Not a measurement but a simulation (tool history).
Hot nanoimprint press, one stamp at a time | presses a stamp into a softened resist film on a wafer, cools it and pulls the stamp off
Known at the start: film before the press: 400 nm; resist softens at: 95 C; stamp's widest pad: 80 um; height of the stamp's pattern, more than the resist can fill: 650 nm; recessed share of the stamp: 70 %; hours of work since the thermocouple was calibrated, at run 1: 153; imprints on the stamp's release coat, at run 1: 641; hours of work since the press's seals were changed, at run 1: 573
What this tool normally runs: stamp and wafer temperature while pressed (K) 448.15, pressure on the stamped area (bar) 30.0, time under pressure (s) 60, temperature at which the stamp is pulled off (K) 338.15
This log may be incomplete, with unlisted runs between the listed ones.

run   hour  stamp and wafer temperature while pressed (K)  pressure on the stamped area (bar)  time under pressure (s)  temperature at which the stamp is pulled off (K)  hours of work since the thermocouple was calibrated  imprints on the stamp's release coat  hours of work since the press's seals were changed  resist left under the stamp's widest pad (nm)  greatest force while the stamp is pulled off (N)
  1    0.0                                         448.15                                30.0                       60                                            338.15                                                  153                                   641                                                 573                                          154.5                                               126
  2   12.0                                         448.15                                30.0                       60                                            338.15                                                  160                                   688                                                 581                                          154.1                                               124
  3   32.5                                         448.15                                30.0                       60                                            338.15                                                  173                                   769                                                 594                                          154.5                                               133
  4   57.6                                         448.15                                30.0                       60                                            338.15                                                  188                                   868                                                 609                                          153.8                                               129
  5   77.3                                         450.15                                30.0                       60                                            338.15                                                  201                                   946                                                 621                                          142.2                                               134
  6  103.5                                         450.15                                30.0                       60                                            338.15                                                  217                                  1050                                                 638                                          141.4                                               142
  7  121.2                                         448.15                                30.0                       60                                            338.15                                                  228                                  1120                                                 649                                          153.5                                               140
  8  132.7                                         448.15                                30.0                       60                                            338.15                                                  235                                  1166                                                 656                                          154.0                                               143
  9  150.5                                         448.15                                30.0                       60                                            338.15                                                  246                                  1236                                                 667                                          154.2                                               147
 10  171.9                                         448.15                                30.0                       60                                            338.15                                                  259                                  1321                                                 680                                          153.0                                               147
 11  185.8                                         439.15                                30.0                       60                                            338.15                                                  268                                  1376                                                 689                                          218.9                                               146
     196.8  -- press's hydraulic seals changed and the load cell set to zero
 12  210.7                                         455.15                                30.0                       60                                            338.15                                                  278                                  1443                                                   9                                          114.2                                               151
 13  235.4                                         455.15                                30.0                       60                                            331.15                                                  294                                  1541                                                  24                                          114.1                                               177
 14  254.6                                         448.15                                30.0                       60                                            341.15                                                  306                                  1616                                                  36                                          150.9                                               137
 15  272.0                                         448.15                                30.0                       60                                            341.15                                                  316                                  1685                                                  47                                          150.7                                               145
 16  293.2                                         448.15                                41.9                       60                                            331.15                                                  330                                  1769                                                  60                                          126.5                                               186
 17  307.4                                         448.15                                30.0                       44                                            338.15                                                  338                                  1825                                                  69                                          168.9                                               162
     312.6  -- plate thermocouple calibrated
 18  338.1                                         448.15                                30.0                       44                                            338.15                                                   16                                  1935                                                  86                                          168.8                                               165
 19  358.4                                         448.15                                22.7                      101                                            338.15                                                   28                                  2015                                                  98                                          139.2                                               161
 20  371.9                                         438.15                                34.1                      101                                            338.15                                                   37                                  2069                                                 107                                          174.8                                               161
 21  397.1                                         437.15                                34.1                       59                                            329.15                                                   52                                  2168                                                 122                                          220.4                                               213
     408.7  -- plate thermocouple calibrated, once more
 22  419.4                                         448.15                                30.0                       35                                            338.15                                                    7                                  2245                                                 134                                          191.6                                               172
 23  434.9                                         448.15                                30.0                       35                                            338.15                                                   16                                  2306                                                 144                                          191.0                                               179
 24  455.7                                         451.15                                30.2                       36                                            327.15                                                   29                                  2388                                                 157                                          168.6                                               231
     463.9  -- stamp cleaned and given a new release coat
 25  481.7                                         441.15                                26.1                       32                                            332.15                                                   42                                    71                                                 169                                          263.9                                               125
 26  504.9                                         441.15                                26.1                       32                                            332.15                                                   56                                   162                                                 184                                          264.1                                               133
 27  521.8                                         448.15                                40.3                       55                                            345.15                                                   66                                   229                                                 194                                          138.9                                                92
 28  534.5                                         448.15                                25.4                       55                                            345.15                                                   74                                   280                                                 202                                          173.5                                                96
 29  549.9                                         448.15                                25.4                       55                                            345.15                                                   84                                   340                                                 212                                          173.0                                                97

Below are 4 alternative next runs, each starting from the tool's condition after run 29. Predict each:
  A  573.0                                         448.15                                25.4                       55                                            345.15                                                   98                                   432                                                 226                                              ?                                                 ?
  B  573.0                                         448.15                                22.1                       44                                            345.15                                                   98                                   432                                                 226                                              ?                                                 ?
  C  573.0                                         441.15                                25.9                       58                                            338.15                                                   98                                   432                                                 226                                              ?                                                 ?
  D  573.0                                         448.15                                30.0                      110                                            338.15                                                   98                                   432                                                 226                                              ?                                                 ?

run  resist left under the stamp's widest pad (nm)  greatest force while the stamp is pulled off (N)
  A                                          173.2                                                96
  B                                          200.7                                                98
  C                                          221.3                                               120
  D                                          121.1                                               118
Without the tool's unlogged condition, the same runs would have read:
run  resist left under the stamp's widest pad (nm)  greatest force while the stamp is pulled off (N)
  A                                          173.9                                                86
  B                                          201.5                                                88
  C                                          222.2                                               107
  D                                          121.6                                               105
